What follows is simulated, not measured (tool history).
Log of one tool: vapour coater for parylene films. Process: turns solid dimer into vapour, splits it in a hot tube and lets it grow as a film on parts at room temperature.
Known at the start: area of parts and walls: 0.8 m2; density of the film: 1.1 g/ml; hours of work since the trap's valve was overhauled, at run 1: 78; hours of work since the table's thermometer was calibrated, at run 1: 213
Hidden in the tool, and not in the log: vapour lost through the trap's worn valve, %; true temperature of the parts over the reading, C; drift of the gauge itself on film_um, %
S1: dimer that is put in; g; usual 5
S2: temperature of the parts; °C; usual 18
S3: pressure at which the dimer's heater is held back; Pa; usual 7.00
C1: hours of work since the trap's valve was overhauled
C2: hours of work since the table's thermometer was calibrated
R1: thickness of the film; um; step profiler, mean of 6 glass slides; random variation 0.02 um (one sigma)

run	hour	S1	S2	S3	C1	C2	R1
1	0.0	5	18	7.00	78	213	3.40
2	31.9	5	18	7.00	98	233	3.43
3	69.8	5	18	7.00	121	256	3.43
4	106.4	5	18	7.00	143	278	3.45
5	147.0	5	18	7.00	168	303	3.39
6	174.7	5	18	7.00	185	320	3.41
7	217.9	5	18	7.00	212	347	3.39
# hour 237.3: trap's valve overhauled
8	266.9	5	18	7.00	18	374	3.45
9	318.6	2	24	7.00	50	406	1.23
10	349.0	2	24	7.00	69	425	1.26
11	371.1	5	25	4.71	82	438	3.32
12	408.7	4	17	6.24	105	461	2.83
13	450.9	3	30	4.98	131	487	1.83
14	479.9	3	30	6.44	149	505	1.74
15	508.2	5	10	10.93	166	522	3.45

Forecast each of these 3 alternatives for the next run:
A	543.8	7	10	10.93	188	544	?
B	543.8	6	25	7.00	188	544	?
C	543.8	4	28	5.62	188	544	?

run	R1
A	4.88
B	3.61
C	2.42
Without the tool's hidden state the same runs would have given:
run	R1
A	4.96
B	3.67
C	2.46
